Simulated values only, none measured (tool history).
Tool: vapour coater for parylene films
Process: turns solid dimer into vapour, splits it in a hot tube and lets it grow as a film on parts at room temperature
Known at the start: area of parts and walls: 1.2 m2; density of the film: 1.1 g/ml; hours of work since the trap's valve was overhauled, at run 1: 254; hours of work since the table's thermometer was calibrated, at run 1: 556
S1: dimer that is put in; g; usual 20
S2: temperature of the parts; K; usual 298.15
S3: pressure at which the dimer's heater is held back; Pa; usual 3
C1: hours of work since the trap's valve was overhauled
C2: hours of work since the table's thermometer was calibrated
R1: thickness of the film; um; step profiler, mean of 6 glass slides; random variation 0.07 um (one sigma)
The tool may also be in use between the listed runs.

run	hour	S1	S2	S3	C1	C2	R1
1	0	20	298.15	3	254	556	10.36
2	9.4	20	298.15	3	261	563	10.37
3	19	13	298.15	3	267	570	6.76
4	31.4	13	298.15	3	276	579	6.77
5	43.8	20	298.15	3	285	587	10.32
6	63.9	13	298.15	3	300	602	6.82
7	84.3	19	298.15	3	314	617	9.99
8	103	19	298.15	3	328	630	9.88
9	115.3	19	298.15	3	337	639	9.98
10	126.5	20	301.15	3	345	647	9.7
11	139.9	20	296.15	3	354	656	10.84
12	151.5	20	296.15	3	363	665	10.87
13	163.4	20	302.15	2.4	371	673	9.67
14	185.5	20	291.15	3	387	689	12.34
15	195.4	20	291.15	3	394	696	12.51
16	206.3	18	293.15	2.29	402	704	11.03
# hour 213.5: trap's valve overhauled
17	226.3	18	293.15	2.29	9	716	11.12
18	246.2	10	305.15	2.28	24	730	4.52
19	263.3	26	295.15	5.93	36	742	13.45

Forecast each of these 3 alternatives for the next run:
A	280.5	19	298.15	3	48	755	?
B	280.5	33	290.15	3	48	755	?
C	280.5	26	297.15	5.93	48	755	?

run	R1
A	9.83
B	21.23
C	12.68
Without the tool's hidden state the same runs would have given:
run	R1
A	9.84
B	21.23
C	12.68
